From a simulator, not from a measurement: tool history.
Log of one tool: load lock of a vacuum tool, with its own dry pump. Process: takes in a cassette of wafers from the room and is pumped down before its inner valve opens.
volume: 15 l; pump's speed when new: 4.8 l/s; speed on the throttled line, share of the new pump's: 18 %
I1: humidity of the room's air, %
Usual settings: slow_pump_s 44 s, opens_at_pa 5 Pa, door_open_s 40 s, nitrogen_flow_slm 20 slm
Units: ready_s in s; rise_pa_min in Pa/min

run 1 day=0.000 | slow_pump_s=44 opens_at_pa=5 door_open_s=40 nitrogen_flow_slm=20 | I1=45.4 | ready_s=68.7 rise_pa_min=0.212
run 2 day=12.729 | slow_pump_s=44 opens_at_pa=5 door_open_s=40 nitrogen_flow_slm=20 | I1=44.5 | ready_s=69.9 rise_pa_min=0.222
run 3 day=22.508 | slow_pump_s=44 opens_at_pa=5 door_open_s=40 nitrogen_flow_slm=20 | I1=40.1 | ready_s=68.9 rise_pa_min=0.220
run 4 day=35.983 | slow_pump_s=44 opens_at_pa=5 door_open_s=40 nitrogen_flow_slm=20 | I1=40.2 | ready_s=68.5 rise_pa_min=0.226
run 5 day=47.900 | slow_pump_s=44 opens_at_pa=5 door_open_s=40 nitrogen_flow_slm=20 | I1=47.0 | ready_s=69.0 rise_pa_min=0.242
run 6 day=66.633 | slow_pump_s=44 opens_at_pa=6 door_open_s=40 nitrogen_flow_slm=20 | I1=44.2 | ready_s=68.9 rise_pa_min=0.253
run 7 day=84.038 | slow_pump_s=44 opens_at_pa=5 door_open_s=40 nitrogen_flow_slm=12 | I1=44.4 | ready_s=70.0 rise_pa_min=0.261
run 8 day=101.908 | slow_pump_s=44 opens_at_pa=5 door_open_s=237 nitrogen_flow_slm=12 | I1=41.8 | ready_s=68.7 rise_pa_min=0.321
run 9 day=119.467 | slow_pump_s=44 opens_at_pa=5 door_open_s=237 nitrogen_flow_slm=12 | I1=42.2 | ready_s=69.3 rise_pa_min=0.336
run 10 day=130.533 | slow_pump_s=44 opens_at_pa=5 door_open_s=237 nitrogen_flow_slm=12 | I1=47.4 | ready_s=69.4 rise_pa_min=0.369
run 11 day=141.062 | slow_pump_s=44 opens_at_pa=5 door_open_s=41 nitrogen_flow_slm=20 | I1=47.4 | ready_s=69.7 rise_pa_min=0.297
run 12 day=156.221 | slow_pump_s=44 opens_at_pa=5 door_open_s=40 nitrogen_flow_slm=20 | I1=42.3 | ready_s=69.7 rise_pa_min=0.309
run 13 day=173.133 | slow_pump_s=44 opens_at_pa=5 door_open_s=40 nitrogen_flow_slm=20 | I1=45.1 | ready_s=69.8 rise_pa_min=0.325
run 14 day=189.075 | slow_pump_s=44 opens_at_pa=5 door_open_s=40 nitrogen_flow_slm=20 | I1=45.0 | ready_s=70.5 rise_pa_min=0.339
run 15 day=207.683 | slow_pump_s=44 opens_at_pa=5 door_open_s=40 nitrogen_flow_slm=20 | I1=46.3 | ready_s=70.0 rise_pa_min=0.349
run 16 day=219.712 | slow_pump_s=44 opens_at_pa=5 door_open_s=40 nitrogen_flow_slm=20 | I1=43.0 | ready_s=71.0 rise_pa_min=0.349
run 17 day=239.929 | slow_pump_s=44 opens_at_pa=5 door_open_s=40 nitrogen_flow_slm=20 | I1=46.9 | ready_s=69.5 rise_pa_min=0.372
run 18 day=254.788 | slow_pump_s=44 opens_at_pa=5 door_open_s=40 nitrogen_flow_slm=20 | I1=47.0 | ready_s=70.4 rise_pa_min=0.372
run 19 day=265.158 | slow_pump_s=44 opens_at_pa=6 door_open_s=40 nitrogen_flow_slm=4 | I1=43.9 | ready_s=70.5 rise_pa_min=0.406
run 20 day=283.858 | slow_pump_s=47 opens_at_pa=5 door_open_s=74 nitrogen_flow_slm=8 | I1=47.9 | ready_s=73.4 rise_pa_min=0.445
run 21 day=293.946 | slow_pump_s=47 opens_at_pa=5 door_open_s=74 nitrogen_flow_slm=8 | I1=46.1 | ready_s=72.8 rise_pa_min=0.434
run 22 day=313.175 | slow_pump_s=44 opens_at_pa=5 door_open_s=40 nitrogen_flow_slm=13 | I1=48.2 | ready_s=71.8 rise_pa_min=0.437
run 23 day=333.704 | slow_pump_s=44 opens_at_pa=9 door_open_s=40 nitrogen_flow_slm=5 | I1=46.0 | ready_s=69.5 rise_pa_min=0.465
run 24 day=343.933 | slow_pump_s=44 opens_at_pa=9 door_open_s=40 nitrogen_flow_slm=5 | I1=42.1 | ready_s=69.7 rise_pa_min=0.468
run 25 day=361.125 | slow_pump_s=44 opens_at_pa=5 door_open_s=40 nitrogen_flow_slm=7 | I1=44.8 | ready_s=71.2 rise_pa_min=0.496
run 26 day=381.808 | slow_pump_s=68 opens_at_pa=4 door_open_s=75 nitrogen_flow_slm=14 | I1=43.6 | ready_s=91.4 rise_pa_min=0.517
run 27 day=401.175 | slow_pump_s=68 opens_at_pa=8 door_open_s=75 nitrogen_flow_slm=14 | I1=45.6 | ready_s=89.1 rise_pa_min=0.529
run 28 day=421.979 | slow_pump_s=36 opens_at_pa=5 door_open_s=40 nitrogen_flow_slm=11 | I1=45.5 | ready_s=65.4 rise_pa_min=0.540
run 29 day=435.317 | slow_pump_s=36 opens_at_pa=6 door_open_s=40 nitrogen_flow_slm=11 | I1=45.9 | ready_s=64.0 rise_pa_min=0.554
run 30 day=456.100 | slow_pump_s=36 opens_at_pa=5 door_open_s=40 nitrogen_flow_slm=7 | I1=44.7 | ready_s=66.3 rise_pa_min=0.579
run 31 day=476.521 | slow_pump_s=42 opens_at_pa=9 door_open_s=26 nitrogen_flow_slm=32 | I1=44.6 | ready_s=67.7 rise_pa_min=0.575
run 32 day=488.050 | slow_pump_s=50 opens_at_pa=6 door_open_s=44 nitrogen_flow_slm=20 | I1=40.7 | ready_s=76.4 rise_pa_min=0.595
-- day=501.392 door's seal changed, seat wiped
run 33 day=502.171 | slow_pump_s=27 opens_at_pa=6 door_open_s=44 nitrogen_flow_slm=20 | I1=44.3 | ready_s=58.7 rise_pa_min=0.048
run 34 day=518.267 | slow_pump_s=25 opens_at_pa=7 door_open_s=82 nitrogen_flow_slm=9 | I1=46.1 | ready_s=56.3 rise_pa_min=0.079
run 35 day=531.300 | slow_pump_s=62 opens_at_pa=9 door_open_s=60 nitrogen_flow_slm=4 | I1=42.2 | ready_s=85.0 rise_pa_min=0.075
run 36 day=546.912 | slow_pump_s=62 opens_at_pa=9 door_open_s=60 nitrogen_flow_slm=4 | I1=48.4 | ready_s=84.2 rise_pa_min=0.083

Forecast each of these 4 alternatives for the next run:
run A day=557.612 | slow_pump_s=27 opens_at_pa=5 door_open_s=83 nitrogen_flow_slm=14 | I1=44.4 | ready_s=? rise_pa_min=?
run B day=557.612 | slow_pump_s=86 opens_at_pa=5 door_open_s=210 nitrogen_flow_slm=20 | I1=48.0 | ready_s=? rise_pa_min=?
run C day=557.612 | slow_pump_s=44 opens_at_pa=5 door_open_s=40 nitrogen_flow_slm=6 | I1=48.7 | ready_s=? rise_pa_min=?
run D day=557.612 | slow_pump_s=62 opens_at_pa=5 door_open_s=40 nitrogen_flow_slm=8 | I1=43.3 | ready_s=? rise_pa_min=?

run=A ready_s=59.0 rise_pa_min=0.080
run=B ready_s=105.4 rise_pa_min=0.107
run=C ready_s=73.0 rise_pa_min=0.073
run=D ready_s=86.7 rise_pa_min=0.063
Without the tool's hidden state the same runs would have given:
run=A ready_s=53.1 rise_pa_min=0.068
run=B ready_s=101.7 rise_pa_min=0.096
run=C ready_s=67.7 rise_pa_min=0.062
run=D ready_s=82.1 rise_pa_min=0.051
